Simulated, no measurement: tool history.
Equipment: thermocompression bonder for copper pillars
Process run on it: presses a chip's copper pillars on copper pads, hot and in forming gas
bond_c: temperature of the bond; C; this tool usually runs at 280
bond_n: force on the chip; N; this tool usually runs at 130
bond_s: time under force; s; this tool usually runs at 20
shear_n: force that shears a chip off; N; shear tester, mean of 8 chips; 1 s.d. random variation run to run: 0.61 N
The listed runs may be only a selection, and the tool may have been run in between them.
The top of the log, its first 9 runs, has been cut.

run,hour,bond_c,bond_n,bond_s,shear_n
10,73.7,266,130,20,39.9
11,84.4,280,130,20,46.4
12,94.9,265,130,20,39.8
13,102.9,265,130,22,42.4
14,109.5,265,130,22,41.5
15,120.3,265,130,22,41.9
16,131.6,265,130,22,41.7
17,141.5,265,130,22,41.5
# hour 143.6: forming gas filter changed
18,148,265,130,22,41
19,158.5,265,130,22,43.2
20,165,265,102,22,37.5

Predict the results of run 21:
21,176.2,306,153,29,?

Logged for run 21: shear_n 65 N.
The same run, on a tool lacking any hidden state, would have yielded shear_n 65 N.

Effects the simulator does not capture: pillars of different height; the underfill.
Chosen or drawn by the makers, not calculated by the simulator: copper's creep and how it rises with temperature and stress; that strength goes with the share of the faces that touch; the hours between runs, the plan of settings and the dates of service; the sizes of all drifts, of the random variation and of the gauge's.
